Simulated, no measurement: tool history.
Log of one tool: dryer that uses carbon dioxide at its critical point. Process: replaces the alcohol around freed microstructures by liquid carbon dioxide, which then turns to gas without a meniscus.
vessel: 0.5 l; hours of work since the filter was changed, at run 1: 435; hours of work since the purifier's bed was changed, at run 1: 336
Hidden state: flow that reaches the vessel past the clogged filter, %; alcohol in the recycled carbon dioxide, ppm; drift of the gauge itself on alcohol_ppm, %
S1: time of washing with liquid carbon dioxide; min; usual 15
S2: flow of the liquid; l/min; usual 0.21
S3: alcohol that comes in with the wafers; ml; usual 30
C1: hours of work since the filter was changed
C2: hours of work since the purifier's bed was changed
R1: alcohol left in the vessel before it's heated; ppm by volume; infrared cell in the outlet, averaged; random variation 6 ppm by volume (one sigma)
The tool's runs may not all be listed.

Run 1, hour 0: usual settings; C1 435; C2 336. Result: R1 604 ppm by volume.
Run 2, hour 43.5: usual settings; C1 458; C2 359. Result: R1 646 ppm by volume.
At hour 57.8: inlet filter changed.
Run 3, hour 84.1: usual settings but S2 0.214 l/min; C1 14; C2 380. Result: R1 249 ppm by volume.
Run 4, hour 143.1: usual settings but S2 0.214 l/min; C1 45; C2 411. Result: R1 269 ppm by volume.
Run 5, hour 197.1: usual settings but S2 0.214 l/min; C1 73; C2 439. Result: R1 283 ppm by volume.
Run 6, hour 243.9: usual settings but S2 0.214 l/min; C1 98; C2 464. Result: R1 305 ppm by volume.
Run 7, hour 282.1: usual settings but S2 0.214 l/min; C1 118; C2 484. Result: R1 305 ppm by volume.
Run 8, hour 311.1: usual settings but S2 0.214 l/min; C1 133; C2 499. Result: R1 317 ppm by volume.
At hour 368.4: purifier's bed changed.
Run 9, hour 369.8: usual settings but S1 17 min; C1 163; C2 1. Result: R1 172 ppm by volume.
Run 10, hour 427.3: usual settings but S1 17 min; C1 193; C2 31. Result: R1 178 ppm by volume.
Run 11, hour 462.1: usual settings but S1 12 min, S2 0.258 l/min, S3 37 ml; C1 211; C2 49. Result: R1 440 ppm by volume.
Run 12, hour 491.6: usual settings but S1 21 min; C1 227; C2 65. Result: R1 54 ppm by volume.

5 ways to go on from here, each from the tool as it stands after run 12. What would each give?
Run A, hour 543.3: usual settings but S2 0.165 l/min, S3 43 ml; C1 254; C2 92. Result: R1 ?.
Run B, hour 543.3: usual settings but S1 16 min, S2 0.154 l/min; C1 254; C2 92. Result: R1 ?.
Run C, hour 543.3: usual settings but S1 13 min, S2 0.18 l/min; C1 254; C2 92. Result: R1 ?.
Run D, hour 543.3: usual settings but S2 0.165 l/min; C1 254; C2 92. Result: R1 ?.
Run E, hour 543.3: usual settings but S1 18 min; C1 254; C2 92. Result: R1 ?.

run    R1
  A  1747
  B  1224
  C  1452
  D  1207
  E   162
Without the tool's hidden state the same runs would have given:
run    R1
  A  1136
  B   791
  C   962
  D   780
  E    84
